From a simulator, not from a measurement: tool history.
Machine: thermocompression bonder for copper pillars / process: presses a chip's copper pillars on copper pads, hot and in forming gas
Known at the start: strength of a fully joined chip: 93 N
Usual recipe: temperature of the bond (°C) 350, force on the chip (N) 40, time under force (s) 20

run,day,temperature of the bond (°C),force on the chip (N),time under force (s),force that shears a chip off (N)
1,0.000,350,40,20,46.4
2,2.712,350,40,20,46.6
3,4.425,350,27,20,29.3
4,5.871,350,27,20,28.9
# day 6.538: forming gas filter changed
5,8.100,350,27,20,29.4
6,10.054,350,27,20,29.4
7,12.100,350,55,20,61.3
# day 13.558: forming gas filter changed
8,13.767,350,55,20,62.4
9,15.067,350,40,20,46.9
10,16.858,350,40,20,45.8
11,19.217,350,40,20,45.9
# day 20.679: forming gas filter changed
12,20.858,350,40,20,47.0
13,23.379,350,35,20,39.6
14,25.750,372,40,20,53.6
# day 27.700: forming gas filter changed
15,28.292,372,40,20,56.1
16,29.850,350,24,20,26.2
17,32.196,371,40,20,54.3
18,33.367,371,40,20,54.0
# day 34.733: forming gas filter changed
19,35.621,350,40,20,46.5
20,37.096,350,40,20,46.3
21,38.771,350,40,33,53.4
22,41.021,350,30,33,39.7
# day 41.921: forming gas filter changed
23,42.488,322,32,47,36.8
24,44.442,322,32,47,37.3
25,45.717,337,32,47,42.7
26,48.200,341,32,37,40.2
# day 49.175: forming gas filter changed
27,50.025,366,59,20,72.0
28,51.988,350,27,55,43.0
# day 52.738: heater calibrated with a thermocouple chip
29,53.304,350,37,57,62.6
30,55.275,345,57,10,52.5
# day 56.358: forming gas filter changed
31,57.283,345,57,10,52.8
32,58.929,345,57,10,52.7
33,61.204,360,32,10,32.6
34,63.112,336,40,21,42.7
# day 63.379: forming gas filter changed
35,64.933,350,54,33,72.3
# day 65.358: force cell calibrated
36,66.471,373,50,20,66.5
37,67.838,373,50,20,66.8
38,69.821,373,50,20,65.5

Below are 3 alternative next runs, each starting from the tool's condition after run 38. Predict each:
# day 70.546: forming gas filter changed
A,72.329,350,29,20,?
# day 70.546: forming gas filter changed
B,72.329,350,51,46,?
# day 70.546: forming gas filter changed
C,72.329,373,45,19,?

run,force that shears a chip off (N)
A,33.2
B,72.1
C,61.2
Without the tool's hidden state the same runs would have given:
run,force that shears a chip off (N)
A,34.1
B,73.5
C,62.5
